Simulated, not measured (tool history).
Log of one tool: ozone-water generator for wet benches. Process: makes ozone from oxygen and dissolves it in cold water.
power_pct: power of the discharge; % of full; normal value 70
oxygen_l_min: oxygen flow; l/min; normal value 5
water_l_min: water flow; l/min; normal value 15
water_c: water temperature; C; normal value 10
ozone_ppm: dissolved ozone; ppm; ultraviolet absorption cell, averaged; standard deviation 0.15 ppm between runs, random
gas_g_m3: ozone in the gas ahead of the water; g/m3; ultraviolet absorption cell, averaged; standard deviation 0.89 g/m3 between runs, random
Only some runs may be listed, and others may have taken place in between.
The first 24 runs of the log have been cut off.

run,hour,power_pct,oxygen_l_min,water_l_min,water_c,hours of work since the electrodes were changed,hours of work since the contactor was cleaned,hours of work since the thermometer was calibrated,ozone_ppm,gas_g_m3
25,696.8,60,6.68,12,16,1069,559,3200,17.4,109.3
26,731.9,62,6.3,15,7,1090,580,3221,17.5,115
27,751.1,62,6.3,15,7,1102,592,3233,17.7,115.5
28,768.4,62,6.3,15,7,1112,603,3244,17.7,115.2
29,800.5,62,3.5,15,15,1132,622,3263,15.7,157
30,822.7,96,7.04,15,10,1145,636,3277,22.1,142.4
31,845.1,96,5.88,9,10,1159,649,3290,32.3,156.4
32,866.8,83,5,24,10,1172,663,3304,12.8,155.1

4 ways to go on from here, each from the tool as it stands after run 32. What would each give?
A,906.1,40,3.12,10,10,1196,687,3328,?,?
B,906.1,48,3.75,9,10,1196,687,3328,?,?
C,906.1,48,3.62,24,8,1196,687,3328,?,?
D,906.1,83,5,17,10,1196,687,3328,?,?

run,ozone_ppm,gas_g_m3
A,17.7,129.5
B,21.7,128.8
C,9,132.4
D,17.8,156.8
Take away the tool's hidden state, keep each run's random variation, and the runs would have read:
run,ozone_ppm,gas_g_m3
A,18.5,133.4
B,22.7,133.4
C,9.4,137.2
D,19.1,165.2
